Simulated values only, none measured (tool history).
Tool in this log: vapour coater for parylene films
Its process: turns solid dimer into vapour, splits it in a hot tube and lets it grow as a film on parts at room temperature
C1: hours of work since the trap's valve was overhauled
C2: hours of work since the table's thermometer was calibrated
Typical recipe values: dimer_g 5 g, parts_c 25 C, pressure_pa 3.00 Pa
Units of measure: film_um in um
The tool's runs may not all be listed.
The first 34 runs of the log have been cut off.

Run 35, hour 713.4: usual settings but dimer_g 4 g, parts_c 24 C, pressure_pa 4.01 Pa; C1 408; C2 941. Result: film_um 3.47 um.
Run 36, hour 739.0: usual settings but dimer_g 2 g, parts_c 28 C, pressure_pa 3.31 Pa; C1 423; C2 957. Result: film_um 1.49 um.
Run 37, hour 766.2: usual settings but dimer_g 2 g, pressure_pa 3.75 Pa; C1 440; C2 973. Result: film_um 1.66 um.
Run 38, hour 780.4: usual settings but dimer_g 2 g, pressure_pa 3.75 Pa; C1 449; C2 982. Result: film_um 1.68 um.
Run 39, hour 798.9: usual settings but dimer_g 3 g, parts_c 37 C; C1 460; C2 993. Result: film_um 1.47 um.
Run 40, hour 817.3: usual settings but dimer_g 4 g; C1 471; C2 1005. Result: film_um 3.41 um.
At hour 839.7: trap's valve overhauled.
Run 41, hour 851.2: usual settings but dimer_g 4 g; C1 7; C2 1023. Result: film_um 3.36 um.
Run 42, hour 868.5: usual settings but dimer_g 3 g, parts_c 34 C, pressure_pa 7.23 Pa; C1 18; C2 1033. Result: film_um 1.55 um.
Run 43, hour 884.8: usual settings but dimer_g 3 g, parts_c 34 C, pressure_pa 7.23 Pa; C1 28; C2 1043. Result: film_um 1.55 um.
Run 44, hour 898.7: usual settings but dimer_g 3 g, parts_c 34 C, pressure_pa 7.23 Pa; C1 36; C2 1052. Result: film_um 1.52 um.
Run 45, hour 927.4: usual settings but dimer_g 3 g, parts_c 34 C, pressure_pa 7.23 Pa; C1 54; C2 1069. Result: film_um 1.53 um.
Run 46, hour 957.3: usual settings but dimer_g 3 g, parts_c 34 C, pressure_pa 7.23 Pa; C1 72; C2 1088. Result: film_um 1.50 um.
Run 47, hour 985.2: usual settings but dimer_g 3 g, parts_c 34 C, pressure_pa 7.23 Pa; C1 89; C2 1105. Result: film_um 1.53 um.
Run 48, hour 1010.2: usual settings but parts_c 19 C, pressure_pa 6.96 Pa; C1 104; C2 1120. Result: film_um 5.15 um.

Branching from run 48: 3 alternative next runs. What would each branch give?
Run A, hour 1039.5: usual settings but dimer_g 3 g, parts_c 28 C, pressure_pa 9.58 Pa; C1 122; C2 1138. Result: film_um ?.
Run B, hour 1039.5: usual settings but dimer_g 2 g, pressure_pa 6.10 Pa; C1 122; C2 1138. Result: film_um ?.
Run C, hour 1039.5: usual settings but parts_c 29 C; C1 122; C2 1138. Result: film_um ?.

run  film_um
  A     1.96
  B     1.55
  C     3.51
With the hidden condition removed and each run's random variation left untouched, the same runs would have given:
run  film_um
  A     2.02
  B     1.60
  C     3.62
